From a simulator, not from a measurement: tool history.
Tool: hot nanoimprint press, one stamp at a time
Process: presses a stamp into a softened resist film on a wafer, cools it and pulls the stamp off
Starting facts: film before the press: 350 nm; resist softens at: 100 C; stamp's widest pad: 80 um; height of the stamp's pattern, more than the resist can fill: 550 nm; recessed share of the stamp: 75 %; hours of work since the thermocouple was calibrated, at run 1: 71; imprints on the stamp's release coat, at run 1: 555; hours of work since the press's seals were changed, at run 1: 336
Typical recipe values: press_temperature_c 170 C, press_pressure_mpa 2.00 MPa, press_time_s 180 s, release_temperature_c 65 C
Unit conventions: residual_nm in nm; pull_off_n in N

run    hour  press_temperature_c  press_pressure_mpa  press_time_s  release_temperature_c  hours of work since the thermocouple was calibrated  imprints on the stamp's release coat  hours of work since the press's seals were changed  residual_nm  pull_off_n
  1     0.0                  170                2.00           180                     65                                                   71                                   555                                                 336        162.6         231
  2    77.4                  170                2.00           180                     65                                                  114                                   883                                                 378        161.3         237
  3   114.3                  170                2.00           180                     65                                                  134                                  1039                                                 399        158.6         238
  4   151.8                  170                2.00           180                     61                                                  154                                  1198                                                 419        160.1         252
  5   201.5                  170                2.00           323                     65                                                  181                                  1408                                                 446        125.1         255
  6   256.2                  170                2.00           323                     65                                                  211                                  1640                                                 476        125.7         272
  7   319.9                  170                2.00           323                     65                                                  246                                  1910                                                 511        126.2         284
  8   378.3                  170                2.00           323                     65                                                  277                                  2157                                                 542        125.1         281
      399.8  -- stamp cleaned and given a new release coat
  9   423.0                  170                2.00           323                     65                                                  299                                    99                                                 563        124.9         205
 10   464.1                  170                2.00           323                     65                                                  321                                   273                                                 586        124.3         208
 11   531.3                  170                2.00           323                     65                                                  358                                   557                                                 622        123.3         230
 12   588.3                  170                2.00           323                     65                                                  389                                   798                                                 653        122.5         235
 13   655.1                  170                1.80           180                     65                                                  425                                  1081                                                 690        160.8         247
 14   720.9                  170                1.80           180                     65                                                  461                                  1360                                                 726        162.1         260
 15   784.8                  170                1.80           107                     65                                                  496                                  1630                                                 760        194.3         262
 16   853.2                  170                1.98           261                     65                                                  533                                  1920                                                 798        132.8         277
 17   917.4                  170                1.98           261                     65                                                  568                                  2192                                                 833        132.6         291
      933.7  -- stamp cleaned and given a new release coat
      940.2  -- plate thermocouple calibrated
 18   981.4                  170                1.82           118                     65                                                   22                                   189                                                 863        200.5         208
 19  1044.9                  170                1.82           164                     53                                                   57                                   458                                                 897        177.4         234
     1101.8  -- press's hydraulic seals changed and the load cell set to zero
 20  1129.9                  170                1.82           164                     53                                                   99                                   783                                                  15        173.3         253
 21  1182.2                  163                2.00           180                     65                                                  127                                  1005                                                  44        216.6         241
 22  1220.5                  174                2.30           180                     65                                                  148                                  1167                                                  65        125.4         244

What does the tool deliver on the next run?
 23  1264.1                  163                1.58           180                     65                                                  172                                  1352                                                  88            ?           ?

residual_nm: 229.5 nm
pull_off_n: 252 N
Had the tool carried no hidden state, the very same run would have given residual_nm 233.7 nm, pull_off_n 202 N.
